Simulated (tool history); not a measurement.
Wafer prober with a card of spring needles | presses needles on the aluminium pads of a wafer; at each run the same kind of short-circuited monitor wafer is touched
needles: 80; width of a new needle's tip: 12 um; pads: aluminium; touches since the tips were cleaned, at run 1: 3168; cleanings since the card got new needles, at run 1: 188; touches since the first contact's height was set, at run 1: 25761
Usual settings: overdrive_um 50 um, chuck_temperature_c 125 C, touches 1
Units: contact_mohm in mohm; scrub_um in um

run	hour	overdrive_um	chuck_temperature_c	touches	touches since the tips were cleaned	cleanings since the card got new needles	touches since the first contact's height was set	contact_mohm	scrub_um
1	0.0	50	125	1	3168	188	25761	207	9.95
# hour 10.8: tips cleaned on abrasive film
# hour 28.7: tips cleaned on abrasive film
# hour 46.6: tips cleaned on abrasive film
2	58.0	50	125	1	5579	191	53932	205	9.94
# hour 61.7: tips cleaned on abrasive film
# hour 76.0: tips cleaned on abrasive film
# hour 90.3: tips cleaned on abrasive film
3	97.4	50	125	1	3436	194	73008	206	9.97
# hour 108.2: tips cleaned on abrasive film
# hour 122.5: tips cleaned on abrasive film
# hour 136.8: tips cleaned on abrasive film
# hour 137.1: height of the first contact set anew
# hour 151.5: tips cleaned on abrasive film
# hour 169.4: tips cleaned on abrasive film
4	179.3	50	125	1	4848	199	20489	203	9.93
# hour 186.5: tips cleaned on abrasive film
# hour 200.9: tips cleaned on abrasive film
# hour 215.2: tips cleaned on abrasive film
# hour 233.1: tips cleaned on abrasive film
5	242.6	50	72	1	4658	203	51215	199	9.95
# hour 249.8: tips cleaned on abrasive film
# hour 264.2: tips cleaned on abrasive film
# hour 278.5: tips cleaned on abrasive film
# hour 296.4: tips cleaned on abrasive film
# hour 314.3: tips cleaned on abrasive film
6	318.9	50	72	1	2247	208	88220	198	9.92
# hour 329.7: tips cleaned on abrasive film
# hour 330.0: height of the first contact set anew
# hour 347.9: tips cleaned on abrasive film
# hour 365.8: tips cleaned on abrasive film
# hour 380.1: tips cleaned on abrasive film
# hour 398.0: tips cleaned on abrasive film
7	401.4	50	125	1	1656	213	34676	207	9.91
# hour 415.8: tips cleaned on abrasive film
# hour 430.1: tips cleaned on abrasive film
# hour 447.5: tips cleaned on abrasive film
8	447.5	50	125	1	0	216	57031	208	9.92
# hour 461.9: tips cleaned on abrasive film
# hour 476.2: tips cleaned on abrasive film
# hour 494.1: tips cleaned on abrasive film
# hour 512.0: tips cleaned on abrasive film
# hour 523.0: height of the first contact set anew
# hour 528.4: tips cleaned on abrasive film
9	528.4	50	125	1	0	221	2606	204	9.91
# hour 542.7: tips cleaned on abrasive film
# hour 557.1: tips cleaned on abrasive film
# hour 575.0: tips cleaned on abrasive film
# hour 589.3: tips cleaned on abrasive film
# hour 603.7: tips cleaned on abrasive film
10	615.9	50	125	1	5989	226	45093	206	9.89
# hour 619.6: tips cleaned on abrasive film
# hour 637.5: tips cleaned on abrasive film
# hour 655.4: tips cleaned on abrasive film
# hour 669.7: tips cleaned on abrasive film
# hour 687.6: tips cleaned on abrasive film
# hour 702.0: tips cleaned on abrasive film
11	708.5	50	125	1	3179	232	89981	206	9.88
# hour 715.9: height of the first contact set anew
# hour 719.6: tips cleaned on abrasive film
# hour 737.5: tips cleaned on abrasive film
# hour 755.3: tips cleaned on abrasive film
# hour 773.2: tips cleaned on abrasive film
# hour 788.5: tips cleaned on abrasive film
12	788.5	50	125	1	0	237	35217	208	9.88
# hour 802.9: tips cleaned on abrasive film
# hour 820.8: tips cleaned on abrasive film
# hour 835.1: tips cleaned on abrasive film
# hour 849.4: tips cleaned on abrasive film
13	863.5	48	45	2	6880	241	71642	191	9.48
# hour 867.2: tips cleaned on abrasive film
# hour 885.1: tips cleaned on abrasive film
# hour 903.0: tips cleaned on abrasive film
# hour 915.0: card fitted with new needles
# hour 932.9: tips cleaned on abrasive film
# hour 947.2: tips cleaned on abrasive film
14	951.2	48	45	2	1956	2	17597	191	9.45
# hour 962.0: tips cleaned on abrasive film
# hour 976.3: tips cleaned on abrasive film
# hour 990.7: tips cleaned on abrasive film
# hour 1008.6: tips cleaned on abrasive film
# hour 1026.5: tips cleaned on abrasive film
# hour 1043.3: tips cleaned on abrasive film
15	1043.3	61	125	1	0	8	62229	204	12.01
# hour 1057.6: tips cleaned on abrasive film
# hour 1075.5: tips cleaned on abrasive film
# hour 1093.4: tips cleaned on abrasive film
# hour 1107.9: height of the first contact set anew
# hour 1111.6: tips cleaned on abrasive film
# hour 1129.5: tips cleaned on abrasive film
16	1133.3	61	125	1	1844	13	12272	203	11.97
# hour 1144.1: tips cleaned on abrasive film
# hour 1158.4: tips cleaned on abrasive film
# hour 1176.3: tips cleaned on abrasive film
# hour 1194.2: tips cleaned on abrasive film
17	1207.3	61	125	1	6407	17	48231	202	11.99
# hour 1211.0: tips cleaned on abrasive film
# hour 1228.9: tips cleaned on abrasive film
# hour 1246.8: tips cleaned on abrasive film
# hour 1261.1: tips cleaned on abrasive film
# hour 1279.0: tips cleaned on abrasive film
18	1285.1	64	125	2	2996	22	85986	199	12.55
# hour 1295.9: tips cleaned on abrasive film
# hour 1299.8: height of the first contact set anew
# hour 1314.1: tips cleaned on abrasive film
# hour 1332.0: tips cleaned on abrasive film
# hour 1346.4: tips cleaned on abrasive film
# hour 1364.3: tips cleaned on abrasive film
19	1372.0	64	125	2	3790	27	35073	203	12.53
# hour 1379.2: tips cleaned on abrasive film
# hour 1393.6: tips cleaned on abrasive film
# hour 1407.9: tips cleaned on abrasive film
# hour 1422.6: tips cleaned on abrasive film
20	1422.6	64	125	2	0	31	59584	204	12.54
# hour 1440.5: tips cleaned on abrasive film
# hour 1454.8: tips cleaned on abrasive film
# hour 1472.7: tips cleaned on abrasive film
# hour 1487.1: tips cleaned on abrasive film
# hour 1490.9: height of the first contact set anew
# hour 1505.3: tips cleaned on abrasive film
21	1506.5	50	57	1	615	36	7568	192	9.79
# hour 1520.9: tips cleaned on abrasive film
# hour 1535.2: tips cleaned on abrasive film
# hour 1553.1: tips cleaned on abrasive film
# hour 1567.5: tips cleaned on abrasive film
22	1567.7	50	57	1	118	40	37232	192	9.78
# hour 1582.0: tips cleaned on abrasive film
# hour 1599.9: tips cleaned on abrasive film
# hour 1617.8: tips cleaned on abrasive film
# hour 1632.2: tips cleaned on abrasive film
23	1644.1	50	58	3	5843	44	74354	191	9.76
# hour 1647.8: tips cleaned on abrasive film
# hour 1662.1: tips cleaned on abrasive film
# hour 1680.0: tips cleaned on abrasive film
# hour 1683.9: height of the first contact set anew
# hour 1698.2: tips cleaned on abrasive film
# hour 1716.1: tips cleaned on abrasive film
# hour 1733.1: tips cleaned on abrasive film
24	1733.1	60	125	1	0	50	23884	202	11.72

Measured less the same run without the tool's hidden state. The same run-to-run variation is in both; the gauge's scatter may not be:
The hidden state here: debris on the tips, nm; way that the needles fall short of the set height, um; tips' diameter, um; drift of the gauge itself on contact_mohm, %; drift of the gauge itself on scrub_um, %.
run	scrub_um
1	+0.00
2	-0.01
3	-0.01
4	-0.02
5	-0.03
6	-0.03
7	-0.05
8	-0.05
9	-0.06
10	-0.07
11	-0.08
12	-0.09
13	-0.10
14	-0.11
15	-0.15
16	-0.16
17	-0.17
18	-0.19
19	-0.21
20	-0.21
21	-0.17
22	-0.18
23	-0.19
24	-0.24
contact_mohm: within 1 mohm of the measured result in every run.
